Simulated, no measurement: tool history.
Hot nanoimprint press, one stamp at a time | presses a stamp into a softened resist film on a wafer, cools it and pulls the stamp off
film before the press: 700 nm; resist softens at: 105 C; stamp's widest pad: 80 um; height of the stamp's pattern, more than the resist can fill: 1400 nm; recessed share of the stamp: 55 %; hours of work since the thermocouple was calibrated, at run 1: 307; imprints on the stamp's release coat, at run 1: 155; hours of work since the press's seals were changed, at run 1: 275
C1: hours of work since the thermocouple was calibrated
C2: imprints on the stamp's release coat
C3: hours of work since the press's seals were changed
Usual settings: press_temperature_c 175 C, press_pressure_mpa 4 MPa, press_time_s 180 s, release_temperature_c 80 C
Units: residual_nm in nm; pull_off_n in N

{"run": 1, "hour": 0.0, "press_temperature_c": 175, "press_pressure_mpa": 4, "press_time_s": 180, "release_temperature_c": 80, "C1": 307, "C2": 155, "C3": 275, "residual_nm": 249.5, "pull_off_n": 215}
{"run": 2, "hour": 29.8, "press_temperature_c": 175, "press_pressure_mpa": 4, "press_time_s": 180, "release_temperature_c": 80, "C1": 325, "C2": 260, "C3": 292, "residual_nm": 248.9, "pull_off_n": 216}
{"run": 3, "hour": 46.3, "press_temperature_c": 175, "press_pressure_mpa": 4.31, "press_time_s": 180, "release_temperature_c": 80, "C1": 335, "C2": 319, "C3": 302, "residual_nm": 237.2, "pull_off_n": 219}
{"run": 4, "hour": 74.3, "press_temperature_c": 175, "press_pressure_mpa": 4.31, "press_time_s": 180, "release_temperature_c": 80, "C1": 351, "C2": 418, "C3": 319, "residual_nm": 236.8, "pull_off_n": 220}
{"run": 5, "hour": 100.9, "press_temperature_c": 175, "press_pressure_mpa": 4, "press_time_s": 180, "release_temperature_c": 80, "C1": 367, "C2": 513, "C3": 335, "residual_nm": 248.1, "pull_off_n": 225}
{"run": 6, "hour": 115.2, "press_temperature_c": 175, "press_pressure_mpa": 4, "press_time_s": 180, "release_temperature_c": 80, "C1": 376, "C2": 563, "C3": 343, "residual_nm": 244.9, "pull_off_n": 227}
{"hour": 120.8, "done": "plate thermocouple calibrated"}
{"run": 7, "hour": 152.5, "press_temperature_c": 175, "press_pressure_mpa": 4, "press_time_s": 168, "release_temperature_c": 80, "C1": 19, "C2": 685, "C3": 364, "residual_nm": 246.6, "pull_off_n": 226}
{"run": 8, "hour": 185.1, "press_temperature_c": 175, "press_pressure_mpa": 5.81, "press_time_s": 168, "release_temperature_c": 80, "C1": 38, "C2": 801, "C3": 383, "residual_nm": 196.2, "pull_off_n": 227}
{"run": 9, "hour": 204.5, "press_temperature_c": 175, "press_pressure_mpa": 5.81, "press_time_s": 168, "release_temperature_c": 80, "C1": 50, "C2": 869, "C3": 394, "residual_nm": 195, "pull_off_n": 231}
{"run": 10, "hour": 231.5, "press_temperature_c": 175, "press_pressure_mpa": 3.94, "press_time_s": 98, "release_temperature_c": 80, "C1": 66, "C2": 965, "C3": 411, "residual_nm": 293.3, "pull_off_n": 235}
{"hour": 263.7, "done": "plate thermocouple calibrated, once more"}
{"run": 11, "hour": 269.4, "press_temperature_c": 180, "press_pressure_mpa": 2.52, "press_time_s": 180, "release_temperature_c": 80, "C1": 3, "C2": 1089, "C3": 431, "residual_nm": 286, "pull_off_n": 255}
{"run": 12, "hour": 288.9, "press_temperature_c": 184, "press_pressure_mpa": 5.94, "press_time_s": 143, "release_temperature_c": 86, "C1": 15, "C2": 1159, "C3": 443, "residual_nm": 158, "pull_off_n": 223}
{"hour": 302.6, "done": "stamp cleaned and given a new release coat"}
{"run": 13, "hour": 317.7, "press_temperature_c": 181, "press_pressure_mpa": 4, "press_time_s": 276, "release_temperature_c": 80, "C1": 29, "C2": 53, "C3": 456, "residual_nm": 177.7, "pull_off_n": 217}
{"run": 14, "hour": 352.6, "press_temperature_c": 181, "press_pressure_mpa": 4, "press_time_s": 276, "release_temperature_c": 80, "C1": 49, "C2": 177, "C3": 477, "residual_nm": 177.7, "pull_off_n": 220}
{"run": 15, "hour": 386.7, "press_temperature_c": 175, "press_pressure_mpa": 5.06, "press_time_s": 180, "release_temperature_c": 80, "C1": 70, "C2": 298, "C3": 497, "residual_nm": 233.5, "pull_off_n": 224}
{"run": 16, "hour": 415.3, "press_temperature_c": 180, "press_pressure_mpa": 5.06, "press_time_s": 144, "release_temperature_c": 80, "C1": 86, "C2": 399, "C3": 514, "residual_nm": 202.5, "pull_off_n": 230}
{"run": 17, "hour": 445.0, "press_temperature_c": 170, "press_pressure_mpa": 5.06, "press_time_s": 144, "release_temperature_c": 72, "C1": 104, "C2": 505, "C3": 532, "residual_nm": 312, "pull_off_n": 270}
{"run": 18, "hour": 472.6, "press_temperature_c": 175, "press_pressure_mpa": 4.33, "press_time_s": 160, "release_temperature_c": 73, "C1": 121, "C2": 603, "C3": 548, "residual_nm": 264, "pull_off_n": 273}

Forecast each of these 4 alternatives for the next run:
{"run": "A", "hour": 507.5, "press_temperature_c": 164, "press_pressure_mpa": 5.77, "press_time_s": 287, "release_temperature_c": 80, "C1": 141, "C2": 727, "C3": 569, "residual_nm": "?", "pull_off_n": "?"}
{"run": "B", "hour": 507.5, "press_temperature_c": 176, "press_pressure_mpa": 4.33, "press_time_s": 106, "release_temperature_c": 73, "C1": 141, "C2": 727, "C3": 569, "residual_nm": "?", "pull_off_n": "?"}
{"run": "C", "hour": 507.5, "press_temperature_c": 167, "press_pressure_mpa": 4, "press_time_s": 180, "release_temperature_c": 80, "C1": 141, "C2": 727, "C3": 569, "residual_nm": "?", "pull_off_n": "?"}
{"run": "D", "hour": 507.5, "press_temperature_c": 166, "press_pressure_mpa": 2.44, "press_time_s": 180, "release_temperature_c": 80, "C1": 141, "C2": 727, "C3": 569, "residual_nm": "?", "pull_off_n": "?"}

run=A residual_nm=300.9 pull_off_n=239
run=B residual_nm=290.4 pull_off_n=272
run=C residual_nm=369.6 pull_off_n=238
run=D residual_nm=482.9 pull_off_n=238
Without the tool's hidden state the same runs would have given:
run=A residual_nm=300.4 pull_off_n=215
run=B residual_nm=290.5 pull_off_n=245
run=C residual_nm=370.4 pull_off_n=214
run=D residual_nm=485.1 pull_off_n=214
